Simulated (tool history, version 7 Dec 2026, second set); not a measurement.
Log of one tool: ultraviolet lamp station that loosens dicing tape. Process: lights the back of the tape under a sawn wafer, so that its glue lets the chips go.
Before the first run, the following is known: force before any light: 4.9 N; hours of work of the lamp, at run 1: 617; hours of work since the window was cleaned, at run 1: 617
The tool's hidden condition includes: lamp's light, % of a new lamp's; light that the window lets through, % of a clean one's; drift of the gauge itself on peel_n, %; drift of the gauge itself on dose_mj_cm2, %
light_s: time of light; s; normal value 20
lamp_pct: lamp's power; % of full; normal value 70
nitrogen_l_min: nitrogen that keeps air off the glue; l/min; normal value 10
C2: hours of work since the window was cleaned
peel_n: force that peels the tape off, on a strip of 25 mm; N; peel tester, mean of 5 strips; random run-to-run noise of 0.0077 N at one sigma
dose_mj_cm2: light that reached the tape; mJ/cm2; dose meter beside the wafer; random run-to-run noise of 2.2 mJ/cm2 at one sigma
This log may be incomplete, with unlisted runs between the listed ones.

run 1 hour=0 | light_s=20 lamp_pct=70 nitrogen_l_min=10 | hours_of_work_of_the_lamp=617 C2=617 | peel_n=0.3 dose_mj_cm2=182
-- hour=19.8 lamp changed
-- hour=24.2 window cleaned of glue's vapour
run 2 hour=79.1 | light_s=21 lamp_pct=70 nitrogen_l_min=10 | hours_of_work_of_the_lamp=37 C2=35 | peel_n=0.275 dose_mj_cm2=187
run 3 hour=153.6 | light_s=29 lamp_pct=70 nitrogen_l_min=10 | hours_of_work_of_the_lamp=85 C2=82 | peel_n=0.194 dose_mj_cm2=260
run 4 hour=207.6 | light_s=29 lamp_pct=70 nitrogen_l_min=10 | hours_of_work_of_the_lamp=119 C2=117 | peel_n=0.203 dose_mj_cm2=261
run 5 hour=249.5 | light_s=20 lamp_pct=70 nitrogen_l_min=10 | hours_of_work_of_the_lamp=146 C2=144 | peel_n=0.303 dose_mj_cm2=178
run 6 hour=291.5 | light_s=20 lamp_pct=70 nitrogen_l_min=10 | hours_of_work_of_the_lamp=173 C2=170 | peel_n=0.289 dose_mj_cm2=179
run 7 hour=328.7 | light_s=14 lamp_pct=70 nitrogen_l_min=10 | hours_of_work_of_the_lamp=197 C2=194 | peel_n=0.532 dose_mj_cm2=128
run 8 hour=393.4 | light_s=14 lamp_pct=70 nitrogen_l_min=10 | hours_of_work_of_the_lamp=238 C2=235 | peel_n=0.527 dose_mj_cm2=125
run 9 hour=435.3 | light_s=14 lamp_pct=70 nitrogen_l_min=10 | hours_of_work_of_the_lamp=265 C2=262 | peel_n=0.517 dose_mj_cm2=125
run 10 hour=498.1 | light_s=14 lamp_pct=70 nitrogen_l_min=10 | hours_of_work_of_the_lamp=305 C2=302 | peel_n=0.524 dose_mj_cm2=125
run 11 hour=544.6 | light_s=14 lamp_pct=70 nitrogen_l_min=10 | hours_of_work_of_the_lamp=334 C2=332 | peel_n=0.52 dose_mj_cm2=125
run 12 hour=609.6 | light_s=20 lamp_pct=70 nitrogen_l_min=17 | hours_of_work_of_the_lamp=376 C2=373 | peel_n=0.229 dose_mj_cm2=177
run 13 hour=674.3 | light_s=20 lamp_pct=70 nitrogen_l_min=17 | hours_of_work_of_the_lamp=417 C2=414 | peel_n=0.239 dose_mj_cm2=179
run 14 hour=756.5 | light_s=20 lamp_pct=70 nitrogen_l_min=17 | hours_of_work_of_the_lamp=469 C2=467 | peel_n=0.231 dose_mj_cm2=179
run 15 hour=837.3 | light_s=13 lamp_pct=85 nitrogen_l_min=10 | hours_of_work_of_the_lamp=521 C2=518 | peel_n=0.428 dose_mj_cm2=140
run 16 hour=913.9 | light_s=12 lamp_pct=89 nitrogen_l_min=10 | hours_of_work_of_the_lamp=570 C2=567 | peel_n=0.459 dose_mj_cm2=141
run 17 hour=989.1 | light_s=12 lamp_pct=89 nitrogen_l_min=10 | hours_of_work_of_the_lamp=617 C2=615 | peel_n=0.442 dose_mj_cm2=138
-- hour=1001.6 lamp changed
-- hour=1018.1 window cleaned of glue's vapour
run 18 hour=1048 | light_s=20 lamp_pct=64 nitrogen_l_min=5 | hours_of_work_of_the_lamp=29 C2=19 | peel_n=0.52 dose_mj_cm2=165
run 19 hour=1106.2 | light_s=20 lamp_pct=64 nitrogen_l_min=5 | hours_of_work_of_the_lamp=66 C2=56 | peel_n=0.537 dose_mj_cm2=165
run 20 hour=1186.2 | light_s=20 lamp_pct=64 nitrogen_l_min=5 | hours_of_work_of_the_lamp=117 C2=107 | peel_n=0.529 dose_mj_cm2=162
run 21 hour=1250.2 | light_s=12 lamp_pct=94 nitrogen_l_min=5 | hours_of_work_of_the_lamp=158 C2=148 | peel_n=0.672 dose_mj_cm2=143
run 22 hour=1302.5 | light_s=31 lamp_pct=77 nitrogen_l_min=3 | hours_of_work_of_the_lamp=191 C2=181 | peel_n=0.269 dose_mj_cm2=307
run 23 hour=1348.6 | light_s=33 lamp_pct=81 nitrogen_l_min=10 | hours_of_work_of_the_lamp=221 C2=211 | peel_n=0.187 dose_mj_cm2=341
run 24 hour=1425.1 | light_s=19 lamp_pct=70 nitrogen_l_min=8 | hours_of_work_of_the_lamp=270 C2=259 | peel_n=0.368 dose_mj_cm2=169
run 25 hour=1461.4 | light_s=19 lamp_pct=70 nitrogen_l_min=8 | hours_of_work_of_the_lamp=293 C2=283 | peel_n=0.353 dose_mj_cm2=173
run 26 hour=1524.7 | light_s=17 lamp_pct=62 nitrogen_l_min=8 | hours_of_work_of_the_lamp=333 C2=323 | peel_n=0.55 dose_mj_cm2=137
run 27 hour=1574.4 | light_s=17 lamp_pct=73 nitrogen_l_min=3 | hours_of_work_of_the_lamp=365 C2=355 | peel_n=0.781 dose_mj_cm2=158

Forecast each of these 3 alternatives for the next run:
run A hour=1632.8 | light_s=27 lamp_pct=73 nitrogen_l_min=3 | hours_of_work_of_the_lamp=402 C2=392 | peel_n=? dose_mj_cm2=?
run B hour=1632.8 | light_s=15 lamp_pct=63 nitrogen_l_min=16 | hours_of_work_of_the_lamp=402 C2=392 | peel_n=? dose_mj_cm2=?
run C hour=1632.8 | light_s=17 lamp_pct=73 nitrogen_l_min=9 | hours_of_work_of_the_lamp=402 C2=392 | peel_n=? dose_mj_cm2=?

run=A peel_n=0.361 dose_mj_cm2=257
run=B peel_n=0.434 dose_mj_cm2=121
run=C peel_n=0.383 dose_mj_cm2=158
Without the tool's unlogged condition, the same runs would have read:
run=A peel_n=0.36 dose_mj_cm2=257
run=B peel_n=0.432 dose_mj_cm2=121
run=C peel_n=0.381 dose_mj_cm2=159
